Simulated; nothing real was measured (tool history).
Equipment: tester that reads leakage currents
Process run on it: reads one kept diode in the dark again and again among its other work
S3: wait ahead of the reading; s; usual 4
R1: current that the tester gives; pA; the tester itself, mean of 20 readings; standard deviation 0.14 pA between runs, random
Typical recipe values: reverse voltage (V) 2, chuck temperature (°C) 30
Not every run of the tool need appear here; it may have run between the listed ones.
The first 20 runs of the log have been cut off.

run 21 hour=1867 | reverse_voltage_(V)=7.71 chuck_temperature_(°C)=30 S3=4.05 | R1=75.81
run 22 hour=1990.4 | reverse_voltage_(V)=2 chuck_temperature_(°C)=30 S3=0.46 | R1=44.16
-- hour=2062.4 probe card cleaned and baked
run 23 hour=2084.2 | reverse_voltage_(V)=17.55 chuck_temperature_(°C)=30 S3=4 | R1=105.19
run 24 hour=2174.9 | reverse_voltage_(V)=17.55 chuck_temperature_(°C)=30 S3=4 | R1=105.51
run 25 hour=2304.1 | reverse_voltage_(V)=1.94 chuck_temperature_(°C)=41 S3=1.36 | R1=94.65
run 26 hour=2369.2 | reverse_voltage_(V)=2 chuck_temperature_(°C)=56 S3=2.03 | R1=259.17
run 27 hour=2455.3 | reverse_voltage_(V)=1.24 chuck_temperature_(°C)=56 S3=7 | R1=213.49
run 28 hour=2546.2 | reverse_voltage_(V)=1.24 chuck_temperature_(°C)=28 S3=1.02 | R1=30.91
run 29 hour=2656.5 | reverse_voltage_(V)=3.51 chuck_temperature_(°C)=25 S3=6.34 | R1=37.55
-- hour=2688.2 chuck's temperature calibrated
run 30 hour=2747.7 | reverse_voltage_(V)=3.51 chuck_temperature_(°C)=25 S3=1.38 | R1=37.71
run 31 hour=2842.6 | reverse_voltage_(V)=2 chuck_temperature_(°C)=22 S3=4 | R1=23.58
run 32 hour=2927.2 | reverse_voltage_(V)=2 chuck_temperature_(°C)=26 S3=1.51 | R1=32.27
run 33 hour=3018.3 | reverse_voltage_(V)=2 chuck_temperature_(°C)=28 S3=1.51 | R1=37.35

Run 34 is up next; what results do you expect?
run 34 hour=3113.7 | reverse_voltage_(V)=2.22 chuck_temperature_(°C)=21 S3=4.39 | R1=?

Run 34 gave R1 22.79 pA.
The same run, on a tool lacking any hidden state, would have yielded R1 22.78 pA.

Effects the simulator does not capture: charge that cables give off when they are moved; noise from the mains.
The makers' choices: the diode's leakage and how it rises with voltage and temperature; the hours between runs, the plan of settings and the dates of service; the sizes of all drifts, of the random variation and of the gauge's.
